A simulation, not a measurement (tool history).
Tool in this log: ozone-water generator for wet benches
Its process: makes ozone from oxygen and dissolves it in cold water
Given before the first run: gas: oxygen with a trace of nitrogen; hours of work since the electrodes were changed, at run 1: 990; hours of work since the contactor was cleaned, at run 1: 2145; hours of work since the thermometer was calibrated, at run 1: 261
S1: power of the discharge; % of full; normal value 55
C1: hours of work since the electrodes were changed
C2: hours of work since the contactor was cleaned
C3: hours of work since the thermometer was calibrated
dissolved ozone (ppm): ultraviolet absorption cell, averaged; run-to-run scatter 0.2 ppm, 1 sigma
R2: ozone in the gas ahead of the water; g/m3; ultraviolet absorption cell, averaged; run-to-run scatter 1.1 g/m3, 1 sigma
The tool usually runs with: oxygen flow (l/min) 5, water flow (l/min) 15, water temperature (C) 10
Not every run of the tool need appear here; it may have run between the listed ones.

Run 1, hour 0: usual settings; C1 990; C2 2145; C3 261. Result: dissolved ozone (ppm) 27.3, R2 187.7 g/m3.
Run 2, hour 92.6: usual settings but oxygen flow (l/min) 4.86; C1 1071; C2 2227; C3 342. Result: dissolved ozone (ppm) 27.7, R2 192 g/m3.
Run 3, hour 193.4: usual settings but oxygen flow (l/min) 4.86; C1 1160; C2 2315; C3 430. Result: dissolved ozone (ppm) 27.2, R2 191.6 g/m3.
Run 4, hour 282: usual settings but oxygen flow (l/min) 4.86; C1 1238; C2 2393; C3 508. Result: dissolved ozone (ppm) 27.2, R2 190.3 g/m3.
Run 5, hour 418.8: usual settings but oxygen flow (l/min) 4.86; C1 1358; C2 2513; C3 628. Result: dissolved ozone (ppm) 27.1, R2 189.5 g/m3.
Run 6, hour 534.9: usual settings but oxygen flow (l/min) 4.86; C1 1460; C2 2615; C3 730. Result: dissolved ozone (ppm) 27, R2 191.2 g/m3.
Run 7, hour 662.2: usual settings but oxygen flow (l/min) 7.67; C1 1571; C2 2727; C3 842. Result: dissolved ozone (ppm) 28.4, R2 155.7 g/m3.
Run 8, hour 806: usual settings; C1 1698; C2 2853; C3 968. Result: dissolved ozone (ppm) 27.3, R2 186.6 g/m3.
Run 9, hour 925.1: usual settings; C1 1802; C2 2957; C3 1073. Result: dissolved ozone (ppm) 27.2, R2 186 g/m3.
Run 10, hour 1074: usual settings but oxygen flow (l/min) 8.06; C1 1933; C2 3088; C3 1204. Result: dissolved ozone (ppm) 28, R2 152.9 g/m3.
Run 11, hour 1186.2: usual settings but oxygen flow (l/min) 8.06; C1 2032; C2 3187; C3 1302. Result: dissolved ozone (ppm) 28.2, R2 151.6 g/m3.
Run 12, hour 1272.5: usual settings but oxygen flow (l/min) 8.06; C1 2107; C2 3262; C3 1378. Result: dissolved ozone (ppm) 27.8, R2 153.1 g/m3.
Run 13, hour 1376.4: usual settings but S1 72 % of full, oxygen flow (l/min) 8.06; C1 2199; C2 3354; C3 1469. Result: dissolved ozone (ppm) 34.5, R2 189.5 g/m3.
At hour 1384.4: water thermometer calibrated.
Run 14, hour 1443: usual settings but water temperature (C) 7; C1 2257; C2 3412; C3 52. Result: dissolved ozone (ppm) 27.9, R2 186.8 g/m3.
Run 15, hour 1516.8: usual settings but water temperature (C) 11; C1 2321; C2 3477; C3 116. Result: dissolved ozone (ppm) 26.5, R2 186.5 g/m3.
Run 16, hour 1592: usual settings but oxygen flow (l/min) 3.03; C1 2387; C2 3543; C3 182. Result: dissolved ozone (ppm) 24.6, R2 231.9 g/m3.
Run 17, hour 1743.9: usual settings but water flow (l/min) 14, water temperature (C) 9; C1 2521; C2 3676; C3 316. Result: dissolved ozone (ppm) 28.2, R2 184.9 g/m3.
Run 18, hour 1852: usual settings but water flow (l/min) 10, water temperature (C) 9; C1 2616; C2 3771; C3 411. Result: dissolved ozone (ppm) 34.9, R2 186.4 g/m3.
At hour 1930.9: water thermometer calibrated, once more.
Run 19, hour 1982.8: usual settings but S1 97 % of full, oxygen flow (l/min) 3.58; C1 2730; C2 3885; C3 46. Result: dissolved ozone (ppm) 40, R2 341.6 g/m3.
Run 20, hour 2120.9: usual settings but S1 97 % of full, oxygen flow (l/min) 3.58; C1 2851; C2 4006; C3 167. Result: dissolved ozone (ppm) 40, R2 340.1 g/m3.
Run 21, hour 2262.6: usual settings but S1 97 % of full, oxygen flow (l/min) 3.58; C1 2976; C2 4131; C3 291. Result: dissolved ozone (ppm) 39.6, R2 338.2 g/m3.
Run 22, hour 2411.1: usual settings but S1 40 % of full, oxygen flow (l/min) 3.58; C1 3106; C2 4261; C3 422. Result: dissolved ozone (ppm) 19.4, R2 165.4 g/m3.
Run 23, hour 2496.3: usual settings but water flow (l/min) 21, water temperature (C) 16; C1 3181; C2 4336; C3 496. Result: dissolved ozone (ppm) 19, R2 184.1 g/m3.
Run 24, hour 2634.7: usual settings but S1 41 % of full, water flow (l/min) 16, water temperature (C) 7; C1 3302; C2 4458; C3 618. Result: dissolved ozone (ppm) 20.7, R2 147.1 g/m3.
Run 25, hour 2735: usual settings but S1 41 % of full, water flow (l/min) 16, water temperature (C) 7; C1 3391; C2 4546; C3 706. Result: dissolved ozone (ppm) 20.9, R2 144.1 g/m3.
Run 26, hour 2882.6: usual settings but S1 41 % of full, oxygen flow (l/min) 5.74, water flow (l/min) 11; C1 3520; C2 4675; C3 836. Result: dissolved ozone (ppm) 25.6, R2 137.2 g/m3.
Run 27, hour 3046.6: usual settings but water flow (l/min) 19, water temperature (C) 15; C1 3664; C2 4819; C3 980. Result: dissolved ozone (ppm) 20.7, R2 185.3 g/m3.
Run 28, hour 3178.6: usual settings but S1 77 % of full, water flow (l/min) 9, water temperature (C) 15; C1 3780; C2 4935; C3 1095. Result: dissolved ozone (ppm) 43, R2 241.3 g/m3.
Run 29, hour 3268.5: usual settings but S1 77 % of full, water flow (l/min) 9, water temperature (C) 15; C1 3859; C2 5014; C3 1174. Result: dissolved ozone (ppm) 42.7, R2 239.3 g/m3.
Run 30, hour 3357: usual settings but S1 59 % of full, oxygen flow (l/min) 3.16, water flow (l/min) 14, water temperature (C) 9; C1 3937; C2 5092; C3 1252. Result: dissolved ozone (ppm) 27.1, R2 236.8 g/m3.
Run 31, hour 3452.9: usual settings but S1 98 % of full, water temperature (C) 7; C1 4021; C2 5176; C3 1336. Result: dissolved ozone (ppm) 43.6, R2 291.9 g/m3.
Run 32, hour 3537.3: usual settings but S1 98 % of full, water temperature (C) 7; C1 4095; C2 5250; C3 1410. Result: dissolved ozone (ppm) 43, R2 289.7 g/m3.

How would selected steps in dissolved ozone (ppm) from run to run divide? Give the signed amount a tool lacking its hidden state would still show from settings, what came in and random variation, and the signed amount left for the hidden state, including any gauge scatter that is not in both of the compared results.
What the log doesn't record here: yield of the discharge, % of new electrodes'; contactor's efficiency, % of a clean one's; true water temperature over the reading, C; drift of the gauge itself on ozone_ppm, %; drift of the gauge itself on gas_g_m3, %.
Run 21 -> 22: S1 97 -> 40. dissolved ozone (ppm) -20.2: hidden state +2.4, all else -22.6.
Run 27 -> 28: S1 55 -> 77, water flow (l/min) 19 -> 9. dissolved ozone (ppm) +22.3: hidden state -2.2, all else +24.5.
Run 30 -> 31: S1 59 -> 98, oxygen flow (l/min) 3.16 -> 5, water flow (l/min) 14 -> 15, water temperature (C) 9 -> 7. dissolved ozone (ppm) +16.5: hidden state -2.6, all else +19.1.

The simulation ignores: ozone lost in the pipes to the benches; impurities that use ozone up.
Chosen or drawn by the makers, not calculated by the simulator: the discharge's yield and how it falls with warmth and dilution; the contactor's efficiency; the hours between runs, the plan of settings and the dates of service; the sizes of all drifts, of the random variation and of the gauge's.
